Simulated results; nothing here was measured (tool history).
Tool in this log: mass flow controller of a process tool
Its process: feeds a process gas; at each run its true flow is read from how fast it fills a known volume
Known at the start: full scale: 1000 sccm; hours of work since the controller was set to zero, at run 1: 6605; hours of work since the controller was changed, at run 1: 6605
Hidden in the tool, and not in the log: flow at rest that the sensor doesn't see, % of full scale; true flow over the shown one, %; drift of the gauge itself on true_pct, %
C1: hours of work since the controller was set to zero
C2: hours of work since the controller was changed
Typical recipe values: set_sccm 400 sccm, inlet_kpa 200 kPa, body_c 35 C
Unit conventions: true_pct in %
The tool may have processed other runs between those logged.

Run 1, hour 0.0: usual settings; C1 6605; C2 6605. Result: true_pct 106.14 %.
At hour 324.0: controller exchanged for a calibrated one.
Run 2, hour 324.0: usual settings but inlet_kpa 205 kPa; C1 0; C2 0. Result: true_pct 100.15 %.
Run 3, hour 496.4: usual settings but inlet_kpa 205 kPa; C1 111; C2 111. Result: true_pct 100.36 %.
Run 4, hour 843.1: usual settings but inlet_kpa 275 kPa; C1 335; C2 335. Result: true_pct 100.99 %.
Run 5, hour 1135.7: usual settings but inlet_kpa 275 kPa; C1 523; C2 523. Result: true_pct 101.20 %.
Run 6, hour 1486.1: usual settings; C1 749; C2 749. Result: true_pct 100.75 %.
Run 7, hour 1653.0: usual settings; C1 856; C2 856. Result: true_pct 100.95 %.
Run 8, hour 1824.1: usual settings; C1 967; C2 967. Result: true_pct 100.99 %.
Run 9, hour 2042.3: usual settings but body_c 30 C; C1 1107; C2 1107. Result: true_pct 100.45 %.
Run 10, hour 2278.9: usual settings but body_c 30 C; C1 1260; C2 1260. Result: true_pct 100.72 %.
Run 11, hour 2473.9: usual settings but body_c 30 C; C1 1386; C2 1386. Result: true_pct 100.83 %.
Run 12, hour 2774.2: usual settings but body_c 30 C; C1 1579; C2 1579. Result: true_pct 101.07 %.
Run 13, hour 3146.7: usual settings but body_c 30 C; C1 1819; C2 1819. Result: true_pct 101.13 %.
Run 14, hour 3402.4: usual settings but body_c 27 C; C1 1984; C2 1984. Result: true_pct 100.95 %.
Run 15, hour 3795.2: usual settings but body_c 27 C; C1 2237; C2 2237. Result: true_pct 101.23 %.
Run 16, hour 4016.7: usual settings but body_c 27 C; C1 2380; C2 2380. Result: true_pct 101.37 %.
Run 17, hour 4360.3: usual settings but body_c 21 C; C1 2601; C2 2601. Result: true_pct 100.76 %.
Run 18, hour 4627.3: usual settings; C1 2773; C2 2773. Result: true_pct 102.72 %.
Run 19, hour 5021.5: usual settings; C1 3027; C2 3027. Result: true_pct 102.89 %.
Run 20, hour 5385.2: usual settings but inlet_kpa 253 kPa, body_c 23 C; C1 3262; C2 3262. Result: true_pct 102.03 %.
Run 21, hour 5737.2: usual settings but inlet_kpa 253 kPa, body_c 23 C; C1 3489; C2 3489. Result: true_pct 102.24 %.
Run 22, hour 5929.9: usual settings but inlet_kpa 164 kPa, body_c 22 C; C1 3613; C2 3613. Result: true_pct 101.62 %.
Run 23, hour 6226.5: usual settings but set_sccm 327 sccm; C1 3804; C2 3804. Result: true_pct 103.67 %.
Run 24, hour 6459.8: usual settings but set_sccm 321 sccm; C1 3954; C2 3954. Result: true_pct 103.96 %.
Run 25, hour 6751.5: usual settings but set_sccm 321 sccm, body_c 28 C; C1 4142; C2 4142. Result: true_pct 103.23 %.
Run 26, hour 6975.1: usual settings but set_sccm 321 sccm, inlet_kpa 226 kPa, body_c 21 C; C1 4286; C2 4286. Result: true_pct 102.62 %.
Run 27, hour 7387.8: usual settings but set_sccm 918 sccm, inlet_kpa 165 kPa, body_c 21 C; C1 4552; C2 4552. Result: true_pct 102.72 %.
Run 28, hour 7640.6: usual settings but set_sccm 823 sccm, inlet_kpa 247 kPa, body_c 30 C; C1 4715; C2 4715. Result: true_pct 104.40 %.
Run 29, hour 7874.1: usual settings but set_sccm 823 sccm, inlet_kpa 247 kPa, body_c 30 C; C1 4866; C2 4866. Result: true_pct 104.57 %.
Run 30, hour 8189.5: usual settings but set_sccm 757 sccm, inlet_kpa 247 kPa, body_c 30 C; C1 5069; C2 5069. Result: true_pct 104.63 %.
Run 31, hour 8362.3: usual settings but inlet_kpa 140 kPa, body_c 31 C; C1 5180; C2 5180. Result: true_pct 103.88 %.
Run 32, hour 8749.9: usual settings but inlet_kpa 140 kPa, body_c 31 C; C1 5430; C2 5430. Result: true_pct 104.19 %.
Run 33, hour 8992.0: usual settings but inlet_kpa 178 kPa, body_c 22 C; C1 5586; C2 5586. Result: true_pct 103.61 %.
Run 34, hour 9247.2: usual settings but set_sccm 902 sccm, body_c 37 C; C1 5751; C2 5751. Result: true_pct 105.72 %.
Run 35, hour 9496.6: usual settings but set_sccm 902 sccm, body_c 37 C; C1 5911; C2 5911. Result: true_pct 106.06 %.
Run 36, hour 9809.9: usual settings but set_sccm 263 sccm; C1 6113; C2 6113. Result: true_pct 106.25 %.
Run 37, hour 10176.2: usual settings but set_sccm 171 sccm; C1 6349; C2 6349. Result: true_pct 107.52 %.

Below, each run's measurement less what the same run would have read without the hidden state. Both values contain the same run-to-run variation, but the gauge's scatter may not be the same in both:
run  true_pct
  1     +6.19
  2     +0.15
  3     +0.25
  4     +0.44
  5     +0.62
  6     +0.81
  7     +0.92
  8     +1.02
  9     +1.15
 10     +1.30
 11     +1.41
 12     +1.58
 13     +1.81
 14     +1.96
 15     +2.18
 16     +2.31
 17     +2.51
 18     +2.66
 19     +2.89
 20     +3.12
 21     +3.33
 22     +3.44
 23     +3.83
 24     +4.00
 25     +4.19
 26     +4.34
 27     +3.64
 28     +3.83
 29     +3.94
 30     +4.15
 31     +4.87
 32     +5.09
 33     +5.24
 34     +4.57
 35     +4.70
 36     +6.51
 37     +8.08

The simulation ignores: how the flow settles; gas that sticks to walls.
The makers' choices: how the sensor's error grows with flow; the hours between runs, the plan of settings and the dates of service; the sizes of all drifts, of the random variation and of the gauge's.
